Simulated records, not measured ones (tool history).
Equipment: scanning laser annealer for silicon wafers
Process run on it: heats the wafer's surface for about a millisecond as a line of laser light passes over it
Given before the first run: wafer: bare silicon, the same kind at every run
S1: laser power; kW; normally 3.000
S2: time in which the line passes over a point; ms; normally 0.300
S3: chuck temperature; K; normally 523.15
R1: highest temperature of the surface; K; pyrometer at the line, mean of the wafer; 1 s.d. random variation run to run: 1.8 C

run	hour	S1	S2	S3	R1
1	0.0	3.000	0.300	523.15	1285.15
2	8.8	3.018	0.300	523.15	1287.15
3	23.8	3.018	0.300	523.15	1289.15
4	39.6	3.018	0.300	523.15	1283.15
5	49.1	3.247	0.300	523.15	1355.15
6	58.8	2.712	0.300	523.15	1195.15
7	71.1	2.712	0.300	523.15	1196.15
8	85.0	2.712	0.300	523.15	1198.15
9	94.5	3.000	0.300	523.15	1279.15
10	102.6	3.000	0.300	523.15	1277.15
11	113.8	3.000	0.300	523.15	1278.15
12	130.0	3.000	0.300	523.15	1281.15
13	138.3	3.000	0.300	523.15	1276.15
14	150.5	3.000	0.314	523.15	1297.15
15	168.4	3.000	0.314	523.15	1295.15
16	182.5	3.000	0.300	523.15	1274.15
17	192.1	3.000	0.300	523.15	1278.15
18	200.8	3.000	0.300	531.15	1286.15
19	211.9	3.000	0.259	523.15	1223.15
20	221.7	3.000	0.259	523.15	1228.15
21	229.7	3.000	0.259	523.15	1226.15
# hour 247.4: window over the wafer cleaned
22	251.0	3.000	0.259	523.15	1240.15
23	269.9	3.000	0.259	523.15	1243.15
24	282.0	3.000	0.221	523.15	1191.15
25	295.3	3.000	0.221	523.15	1189.15
26	304.7	3.000	0.300	488.15	1259.15
27	322.9	2.904	0.289	523.15	1252.15
28	341.9	2.904	0.289	523.15	1251.15
29	350.7	2.836	0.332	498.15	1254.15
30	359.1	2.597	0.247	563.15	1161.15
31	373.5	3.177	0.301	536.15	1359.15
32	392.7	3.000	0.367	505.15	1351.15
33	407.8	3.000	0.367	505.15	1349.15
34	419.5	2.726	0.239	523.15	1142.15
35	433.7	2.726	0.239	523.15	1139.15
36	445.5	2.726	0.281	490.15	1158.15
37	459.1	2.921	0.219	523.15	1165.15
38	474.0	2.921	0.219	523.15	1164.15
39	493.1	2.948	0.300	483.15	1230.15
40	510.4	2.886	0.300	485.15	1215.15

Below are 5 alternative next runs, each starting from the tool's condition after run 40. Predict each:
A	525.0	2.840	0.257	558.15	?
B	525.0	2.886	0.217	485.15	?
C	525.0	2.886	0.260	533.15	?
D	525.0	2.886	0.300	496.15	?
E	525.0	2.886	0.262	529.15	?

run	R1
A	1227.15
B	1114.15
C	1218.15
D	1228.15
E	1213.15
Without the tool's unlogged condition, the same runs would have read:
run	R1
A	1242.15
B	1128.15
C	1233.15
D	1244.15
E	1229.15

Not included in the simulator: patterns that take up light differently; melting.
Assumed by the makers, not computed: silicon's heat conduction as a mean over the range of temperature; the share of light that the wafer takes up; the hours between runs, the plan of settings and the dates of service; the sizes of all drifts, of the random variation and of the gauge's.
